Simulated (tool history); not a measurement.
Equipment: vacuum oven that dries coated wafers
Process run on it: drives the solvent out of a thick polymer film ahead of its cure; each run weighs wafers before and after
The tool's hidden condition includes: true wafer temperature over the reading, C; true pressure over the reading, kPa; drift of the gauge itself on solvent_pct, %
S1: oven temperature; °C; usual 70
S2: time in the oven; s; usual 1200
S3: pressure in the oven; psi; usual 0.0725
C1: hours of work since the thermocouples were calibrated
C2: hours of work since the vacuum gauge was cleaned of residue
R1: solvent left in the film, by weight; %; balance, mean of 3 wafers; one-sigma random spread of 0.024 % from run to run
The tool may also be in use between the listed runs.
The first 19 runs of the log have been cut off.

| run | hour | S1 | S2 | S3 | C1 | C2 | R1 |
|---|---|---|---|---|---|---|---|
| 20 | 614.5 | 70 | 2100 | 0.2795 | 40 | 773 | 0.93 |
| 21 | 633.4 | 74 | 720 | 0.0702 | 50 | 784 | 4.15 |
| 22 | 659.6 | 82 | 1200 | 0.0985 | 64 | 798 | 0.46 |
| 23 | 698.5 | 82 | 1200 | 0.0985 | 85 | 819 | 0.48 |
| 24 | 730.6 | 77 | 1140 | 0.0985 | 102 | 836 | 1.21 |
| 25 | 767.1 | 81 | 1140 | 0.0555 | 122 | 856 | 0.67 |
| 26 | 810.4 | 69 | 1920 | 0.0843 | 145 | 879 | 1.01 |
| 27 | 830.5 | 73 | 1560 | 0.0725 | 156 | 890 | 0.93 |
| 28 | 867.1 | 56 | 1200 | 0.2512 | 176 | 910 | 8.15 |
| 29 | 889.3 | 70 | 960 | 0.1922 | 188 | 922 | 3.97 |
| 30 | 922.9 | 83 | 660 | 0.0521 | 206 | 940 | 2.01 |
| 31 | 960.4 | 83 | 660 | 0.0521 | 226 | 960 | 1.98 |
| 32 | 978.8 | 78 | 2040 | 0.1548 | 236 | 970 | 0.24 |
| 33 | 998.5 | 69 | 1200 | 0.0725 | 247 | 981 | 2.89 |
| 34 | 1040.1 | 63 | 1200 | 0.0877 | 269 | 1003 | 4.98 |
| 35 | 1069.2 | 74 | 1200 | 0.0877 | 285 | 1019 | 1.6 |
| 36 | 1091.7 | 74 | 1260 | 0.0627 | 297 | 1031 | 1.41 |
| 37 | 1133.9 | 74 | 1260 | 0.199 | 320 | 1054 | 1.59 |

Below are 3 alternative next runs, each starting from the tool's condition after run 37. Predict each:
| A | 1170.6 | 69 | 900 | 0.0788 | 340 | 1073 | ? |
| B | 1170.6 | 70 | 1620 | 0.0725 | 340 | 1073 | ? |
| C | 1170.6 | 70 | 660 | 0.0725 | 340 | 1073 | ? |

| run | R1 |
|---|---|
| A | 4.52 |
| B | 1.36 |
| C | 6.18 |
Had the tool no hidden state, the same runs would have come out as:
| run | R1 |
|---|---|
| A | 4.53 |
| B | 1.36 |
| C | 6.19 |

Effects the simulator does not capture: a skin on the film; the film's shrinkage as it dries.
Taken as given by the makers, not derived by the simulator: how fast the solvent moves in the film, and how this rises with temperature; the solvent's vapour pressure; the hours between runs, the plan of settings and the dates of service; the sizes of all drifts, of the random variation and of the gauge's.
